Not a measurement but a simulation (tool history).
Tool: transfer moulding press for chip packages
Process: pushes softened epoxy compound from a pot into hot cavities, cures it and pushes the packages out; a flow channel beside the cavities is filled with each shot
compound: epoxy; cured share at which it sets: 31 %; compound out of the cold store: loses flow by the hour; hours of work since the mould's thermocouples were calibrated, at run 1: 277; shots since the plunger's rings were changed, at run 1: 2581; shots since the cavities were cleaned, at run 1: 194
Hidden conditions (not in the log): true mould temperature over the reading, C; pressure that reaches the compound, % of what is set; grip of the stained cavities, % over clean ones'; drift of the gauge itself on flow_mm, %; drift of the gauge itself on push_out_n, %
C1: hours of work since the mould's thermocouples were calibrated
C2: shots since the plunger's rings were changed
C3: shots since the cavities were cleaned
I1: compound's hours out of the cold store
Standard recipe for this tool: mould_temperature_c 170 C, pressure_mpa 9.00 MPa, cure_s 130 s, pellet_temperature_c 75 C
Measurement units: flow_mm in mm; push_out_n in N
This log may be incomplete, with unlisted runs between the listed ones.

Run 1, hour 0.0: usual settings; C1 277; C2 2581; C3 194; I1 29.8. Result: flow_mm 560 mm, push_out_n 311 N.
At hour 36.9: cavities cleaned with cleaning compound and waxed.
Run 2, hour 48.0: usual settings but pellet_temperature_c 74 C; C1 301; C2 2949; C3 88; I1 34.0. Result: flow_mm 546 mm, push_out_n 261 N.
At hour 96.8: cavities cleaned with cleaning compound and waxed.
Run 3, hour 96.8: usual settings but pellet_temperature_c 74 C; C1 325; C2 3324; C3 0; I1 28.0. Result: flow_mm 557 mm, push_out_n 199 N.
Run 4, hour 133.8: usual settings but pressure_mpa 8.47 MPa; C1 344; C2 3617; C3 293; I1 16.7. Result: flow_mm 560 mm, push_out_n 363 N.
At hour 156.5: cavities cleaned with cleaning compound and waxed.
Run 5, hour 180.2: usual settings but pressure_mpa 8.47 MPa; C1 367; C2 3973; C3 188; I1 24.7. Result: flow_mm 544 mm, push_out_n 321 N.
At hour 217.0: cavities cleaned with cleaning compound and waxed.
Run 6, hour 231.8: usual settings but pressure_mpa 8.47 MPa; C1 393; C2 4370; C3 118; I1 13.8. Result: flow_mm 570 mm, push_out_n 296 N.
Run 7, hour 254.7: usual settings but pressure_mpa 8.47 MPa; C1 405; C2 4551; C3 299; I1 31.8. Result: flow_mm 527 mm, push_out_n 348 N.
At hour 269.8: plunger's sealing rings changed.
At hour 279.6: cavities cleaned with cleaning compound and waxed.
Run 8, hour 308.9: usual settings but pressure_mpa 8.47 MPa; C1 430; C2 297; C3 232; I1 12.1. Result: flow_mm 591 mm, push_out_n 349 N.
Run 9, hour 334.7: usual settings; C1 444; C2 502; C3 437; I1 47.4. Result: flow_mm 526 mm, push_out_n 395 N.
At hour 338.7: cavities cleaned with cleaning compound and waxed.
Run 10, hour 369.2: usual settings; C1 461; C2 763; C3 241; I1 12.0. Result: flow_mm 605 mm, push_out_n 340 N.
At hour 397.6: cavities cleaned with cleaning compound and waxed.
Run 11, hour 418.6: usual settings; C1 485; C2 1143; C3 166; I1 34.7. Result: flow_mm 548 mm, push_out_n 303 N.
At hour 459.6: cavities cleaned with cleaning compound and waxed.
Run 12, hour 460.8: usual settings but pellet_temperature_c 69 C; C1 506; C2 1465; C3 9; I1 33.6. Result: flow_mm 549 mm, push_out_n 205 N.
Run 13, hour 492.4: usual settings but mould_temperature_c 166 C; C1 522; C2 1716; C3 260; I1 40.8. Result: flow_mm 546 mm, push_out_n 426 N.
At hour 518.9: cavities cleaned with cleaning compound and waxed.
Run 14, hour 518.9: usual settings but mould_temperature_c 166 C; C1 535; C2 1914; C3 0; I1 43.8. Result: flow_mm 547 mm, push_out_n 240 N.
Run 15, hour 543.8: usual settings but mould_temperature_c 166 C; C1 548; C2 2111; C3 197; I1 32.1. Result: flow_mm 570 mm, push_out_n 402 N.
At hour 581.3: cavities cleaned with cleaning compound and waxed.
Run 16, hour 592.5: usual settings but mould_temperature_c 166 C; C1 572; C2 2485; C3 89; I1 28.8. Result: flow_mm 574 mm, push_out_n 326 N.
At hour 642.0: cavities cleaned with cleaning compound and waxed.
Run 17, hour 644.1: usual settings but mould_temperature_c 166 C; C1 598; C2 2882; C3 17; I1 26.0. Result: flow_mm 572 mm, push_out_n 255 N.
Run 18, hour 683.3: usual settings but mould_temperature_c 168 C, pressure_mpa 8.45 MPa; C1 618; C2 3192; C3 327; I1 15.5. Result: flow_mm 572 mm, push_out_n 419 N.
At hour 701.4: cavities cleaned with cleaning compound and waxed.
Run 19, hour 729.8: usual settings but mould_temperature_c 167 C, pressure_mpa 8.45 MPa, pellet_temperature_c 82 C; C1 641; C2 3549; C3 226; I1 31.4. Result: flow_mm 543 mm, push_out_n 378 N.
Run 20, hour 753.1: usual settings but mould_temperature_c 167 C, pressure_mpa 8.45 MPa, pellet_temperature_c 82 C; C1 653; C2 3733; C3 410; I1 45.9. Result: flow_mm 505 mm, push_out_n 441 N.
At hour 763.1: cavities cleaned with cleaning compound and waxed.
Run 21, hour 807.0: usual settings but mould_temperature_c 163 C, pressure_mpa 8.45 MPa, cure_s 134 s, pellet_temperature_c 82 C; C1 680; C2 4149; C3 348; I1 18.4. Result: flow_mm 579 mm, push_out_n 547 N.
At hour 823.6: cavities cleaned with cleaning compound and waxed.
Run 22, hour 833.9: usual settings but mould_temperature_c 163 C, pressure_mpa 8.45 MPa, cure_s 122 s, pellet_temperature_c 81 C; C1 693; C2 4350; C3 82; I1 13.4. Result: flow_mm 588 mm, push_out_n 477 N.
At hour 846.9: mould's thermocouples calibrated.
At hour 874.0: plunger's sealing rings changed.
At hour 887.8: cavities cleaned with cleaning compound and waxed.
Run 23, hour 890.8: usual settings but mould_temperature_c 169 C, pressure_mpa 9.96 MPa, cure_s 139 s, pellet_temperature_c 76 C; C1 20; C2 121; C3 24; I1 23.0. Result: flow_mm 619 mm, push_out_n 209 N.
Run 24, hour 923.7: usual settings but mould_temperature_c 168 C, pellet_temperature_c 83 C; C1 37; C2 382; C3 285; I1 33.6. Result: flow_mm 561 mm, push_out_n 398 N.
At hour 948.0: cavities cleaned with cleaning compound and waxed.
Run 25, hour 948.0: usual settings but pressure_mpa 7.90 MPa, cure_s 119 s; C1 49; C2 562; C3 0; I1 42.5. Result: flow_mm 508 mm, push_out_n 239 N.
Run 26, hour 995.3: usual settings but pressure_mpa 7.90 MPa, cure_s 119 s; C1 73; C2 937; C3 375; I1 15.1. Result: flow_mm 556 mm, push_out_n 497 N.

Forecast each of these 3 alternatives for the next run:
At hour 1008.2: cavities cleaned with cleaning compound and waxed.
Run A, hour 1021.6: usual settings but pressure_mpa 9.04 MPa, cure_s 154 s, pellet_temperature_c 78 C; C1 86; C2 1133; C3 106; I1 12.7. Result: flow_mm ?, push_out_n ?.
At hour 1008.2: cavities cleaned with cleaning compound and waxed.
Run B, hour 1021.6: usual settings but mould_temperature_c 177 C, cure_s 129 s; C1 86; C2 1133; C3 106; I1 18.1. Result: flow_mm ?, push_out_n ?.
At hour 1008.2: cavities cleaned with cleaning compound and waxed.
Run C, hour 1021.6: usual settings but mould_temperature_c 164 C, pressure_mpa 10.22 MPa, cure_s 141 s; C1 86; C2 1133; C3 106; I1 38.3. Result: flow_mm ?, push_out_n ?.

run  flow_mm  push_out_n
  A      617         235
  B      578         226
  C      610         370
Stripped of hidden state, with their random variation kept, the same runs would have yielded:
run  flow_mm  push_out_n
  A      624         171
  B      585         164
  C      617         270

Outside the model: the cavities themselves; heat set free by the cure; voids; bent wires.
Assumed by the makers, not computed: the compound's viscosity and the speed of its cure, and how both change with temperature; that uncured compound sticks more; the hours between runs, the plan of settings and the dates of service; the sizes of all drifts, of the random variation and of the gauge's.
